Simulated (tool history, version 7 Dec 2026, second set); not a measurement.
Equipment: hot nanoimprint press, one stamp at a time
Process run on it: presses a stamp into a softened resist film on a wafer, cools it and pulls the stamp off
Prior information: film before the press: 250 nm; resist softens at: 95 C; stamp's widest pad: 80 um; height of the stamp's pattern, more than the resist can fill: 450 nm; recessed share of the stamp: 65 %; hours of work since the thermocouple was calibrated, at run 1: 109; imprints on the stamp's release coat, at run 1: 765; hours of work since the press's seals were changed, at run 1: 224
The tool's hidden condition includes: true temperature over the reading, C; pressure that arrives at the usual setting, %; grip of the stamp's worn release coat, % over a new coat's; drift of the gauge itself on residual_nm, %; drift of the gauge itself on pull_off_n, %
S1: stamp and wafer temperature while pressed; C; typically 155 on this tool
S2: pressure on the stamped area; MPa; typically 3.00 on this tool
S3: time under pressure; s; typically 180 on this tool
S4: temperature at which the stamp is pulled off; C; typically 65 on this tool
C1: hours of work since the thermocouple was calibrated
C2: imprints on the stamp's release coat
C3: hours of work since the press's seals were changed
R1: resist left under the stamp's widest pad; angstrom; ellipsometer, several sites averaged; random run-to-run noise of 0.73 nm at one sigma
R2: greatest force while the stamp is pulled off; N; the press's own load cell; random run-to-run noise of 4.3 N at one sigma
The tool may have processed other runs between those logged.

{"run": 1, "day": 0.0, "S1": 155, "S2": 3.0, "S3": 180, "S4": 65, "C1": 109, "C2": 765, "C3": 224, "R1": 897, "R2": 235}
{"run": 2, "day": 1.004, "S1": 155, "S2": 3.0, "S3": 180, "S4": 65, "C1": 120, "C2": 812, "C3": 234, "R1": 893, "R2": 249}
{"run": 3, "day": 2.029, "S1": 155, "S2": 3.0, "S3": 180, "S4": 65, "C1": 131, "C2": 859, "C3": 245, "R1": 898, "R2": 248}
{"run": 4, "day": 2.967, "S1": 155, "S2": 3.0, "S3": 180, "S4": 65, "C1": 141, "C2": 903, "C3": 255, "R1": 915, "R2": 239}
{"run": 5, "day": 3.45, "S1": 155, "S2": 3.47, "S3": 180, "S4": 65, "C1": 146, "C2": 925, "C3": 261, "R1": 844, "R2": 249}
{"run": 6, "day": 4.104, "S1": 155, "S2": 3.47, "S3": 180, "S4": 65, "C1": 153, "C2": 956, "C3": 267, "R1": 839, "R2": 255}
{"run": 7, "day": 4.621, "S1": 155, "S2": 3.47, "S3": 180, "S4": 65, "C1": 158, "C2": 980, "C3": 273, "R1": 857, "R2": 251}
{"run": 8, "day": 5.383, "S1": 155, "S2": 3.47, "S3": 180, "S4": 65, "C1": 166, "C2": 1015, "C3": 281, "R1": 860, "R2": 260}
{"run": 9, "day": 6.125, "S1": 155, "S2": 2.24, "S3": 180, "S4": 72, "C1": 174, "C2": 1050, "C3": 289, "R1": 1042, "R2": 230}
{"run": 10, "day": 6.729, "S1": 152, "S2": 1.93, "S3": 246, "S4": 65, "C1": 181, "C2": 1078, "C3": 295, "R1": 1153, "R2": 258}
{"run": 11, "day": 7.604, "S1": 152, "S2": 3.0, "S3": 180, "S4": 69, "C1": 190, "C2": 1119, "C3": 305, "R1": 1070, "R2": 240}
{"run": 12, "day": 8.15, "S1": 152, "S2": 3.92, "S3": 180, "S4": 55, "C1": 196, "C2": 1144, "C3": 311, "R1": 942, "R2": 299}
{"run": 13, "day": 8.854, "S1": 152, "S2": 2.95, "S3": 124, "S4": 55, "C1": 203, "C2": 1177, "C3": 318, "R1": 1243, "R2": 307}
{"run": 14, "day": 9.462, "S1": 155, "S2": 3.0, "S3": 248, "S4": 55, "C1": 210, "C2": 1205, "C3": 325, "R1": 803, "R2": 288}

Forecast each of these 3 alternatives for the next run:
{"run": "A", "day": 10.167, "S1": 160, "S2": 3.0, "S3": 180, "S4": 65, "C1": 217, "C2": 1238, "C3": 332, "R1": "?", "R2": "?"}
{"run": "B", "day": 10.167, "S1": 150, "S2": 3.82, "S3": 248, "S4": 56, "C1": 217, "C2": 1238, "C3": 332, "R1": "?", "R2": "?"}
{"run": "C", "day": 10.167, "S1": 144, "S2": 3.0, "S3": 206, "S4": 67, "C1": 217, "C2": 1238, "C3": 332, "R1": "?", "R2": "?"}

run=A R1=714 R2=269
run=B R1=932 R2=302
run=C R1=1513 R2=260
What these runs would have given with no unlogged condition in the tool:
run=A R1=680 R2=213
run=B R1=883 R2=240
run=C R1=1450 R2=207
